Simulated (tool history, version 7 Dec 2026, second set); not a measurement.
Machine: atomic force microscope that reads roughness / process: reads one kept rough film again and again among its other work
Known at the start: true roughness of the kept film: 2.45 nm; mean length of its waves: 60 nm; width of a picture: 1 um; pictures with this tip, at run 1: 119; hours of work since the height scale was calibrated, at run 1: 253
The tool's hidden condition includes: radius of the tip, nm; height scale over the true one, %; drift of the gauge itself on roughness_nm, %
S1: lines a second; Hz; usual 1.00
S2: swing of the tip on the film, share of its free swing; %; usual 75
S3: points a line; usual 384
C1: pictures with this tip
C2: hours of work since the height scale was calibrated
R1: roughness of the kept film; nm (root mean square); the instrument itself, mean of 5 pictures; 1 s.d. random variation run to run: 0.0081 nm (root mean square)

run,hour,S1,S2,S3,C1,C2,R1
1,0.0,1.00,75,384,119,253,2.229
2,6.0,1.00,75,384,125,255,2.240
3,17.8,1.00,75,384,136,261,2.229
4,28.3,1.00,75,384,146,265,2.203
5,35.0,1.00,75,384,153,268,2.223
6,43.4,1.00,85,384,161,272,2.124
7,49.9,1.00,85,384,167,275,2.131
8,57.6,1.90,75,384,175,279,2.077
9,71.5,1.90,75,384,188,285,2.100
10,81.7,0.59,75,384,198,289,2.286
11,92.0,0.87,75,384,208,294,2.251
12,105.7,1.00,58,384,222,300,2.326
13,116.5,1.00,75,384,232,305,2.218
14,130.7,1.00,75,384,246,312,2.222
15,136.7,1.00,75,384,252,314,2.216
16,143.7,1.00,75,384,259,317,2.220
# hour 146.2: new tip fitted
17,155.2,1.00,75,384,9,322,2.215
18,169.8,1.00,75,384,23,329,2.219
19,182.2,1.00,75,384,35,335,2.231
20,195.5,1.00,75,384,48,341,2.226

The next listed run, before its measurement:
21,206.7,0.55,63,438,59,346,?

Run 21 yielded R1 2.350 nm (root mean square).
Had the tool carried no hidden state, the very same run would have given R1 2.352 nm (root mean square).

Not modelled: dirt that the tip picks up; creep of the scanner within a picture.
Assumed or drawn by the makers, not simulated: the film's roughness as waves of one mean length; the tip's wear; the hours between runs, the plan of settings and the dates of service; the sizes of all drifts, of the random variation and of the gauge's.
